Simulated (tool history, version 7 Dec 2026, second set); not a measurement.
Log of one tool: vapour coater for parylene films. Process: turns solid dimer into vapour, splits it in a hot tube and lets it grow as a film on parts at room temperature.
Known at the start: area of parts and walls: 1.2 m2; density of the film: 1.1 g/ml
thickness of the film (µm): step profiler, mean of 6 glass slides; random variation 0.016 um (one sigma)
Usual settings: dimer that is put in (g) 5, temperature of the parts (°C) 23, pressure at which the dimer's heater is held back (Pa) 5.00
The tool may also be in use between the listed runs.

| run | hour | dimer that is put in (g) | temperature of the parts (°C) | pressure at which the dimer's heater is held back (Pa) | thickness of the film (µm) |
|---|---|---|---|---|---|
| 1 | 0.0 | 5 | 23 | 5.00 | 2.45 |
| 2 | 39.6 | 5 | 23 | 5.00 | 2.45 |
| 3 | 106.9 | 5 | 23 | 5.00 | 2.42 |
|  | 116.8 | trap's valve overhauled |
| 4 | 178.3 | 5 | 23 | 5.00 | 2.57 |
| 5 | 237.7 | 5 | 23 | 5.00 | 2.52 |
| 6 | 321.5 | 5 | 17 | 5.00 | 3.24 |
| 7 | 398.3 | 5 | 23 | 5.00 | 2.51 |
| 8 | 465.0 | 5 | 23 | 5.00 | 2.50 |
| 9 | 515.2 | 5 | 23 | 5.00 | 2.49 |
| 10 | 566.6 | 5 | 23 | 5.00 | 2.46 |
| 11 | 628.8 | 5 | 23 | 5.00 | 2.47 |
| 12 | 702.6 | 5 | 23 | 5.00 | 2.48 |
| 13 | 782.5 | 5 | 23 | 5.00 | 2.44 |
| 14 | 849.3 | 6 | 19 | 7.56 | 3.24 |
| 15 | 902.3 | 6 | 19 | 7.56 | 3.20 |
| 16 | 943.4 | 7 | 24 | 5.00 | 3.21 |
| 17 | 1013.3 | 7 | 24 | 5.00 | 3.23 |
| 18 | 1060.4 | 7 | 24 | 5.00 | 3.21 |
| 19 | 1130.8 | 7 | 17 | 2.67 | 4.84 |

Forecast each of these 5 alternatives for the next run:
|  | 1160.7 | trap's valve overhauled |
| A | 1186.9 | 8 | 28 | 9.05 | ? |
|  | 1160.7 | trap's valve overhauled |
| B | 1186.9 | 5 | 20 | 11.77 | ? |
|  | 1160.7 | trap's valve overhauled |
| C | 1186.9 | 5 | 26 | 9.41 | ? |
|  | 1160.7 | trap's valve overhauled |
| D | 1186.9 | 3 | 16 | 5.00 | ? |
|  | 1160.7 | trap's valve overhauled |
| E | 1186.9 | 8 | 17 | 6.61 | ? |

| run | thickness of the film (µm) |
|---|---|
| A | 2.88 |
| B | 2.43 |
| C | 1.93 |
| D | 2.01 |
| E | 4.89 |
Without the tool's hidden state the same runs would have given:
| run | thickness of the film (µm) |
|---|---|
| A | 3.01 |
| B | 2.55 |
| C | 2.02 |
| D | 2.10 |
| E | 5.11 |
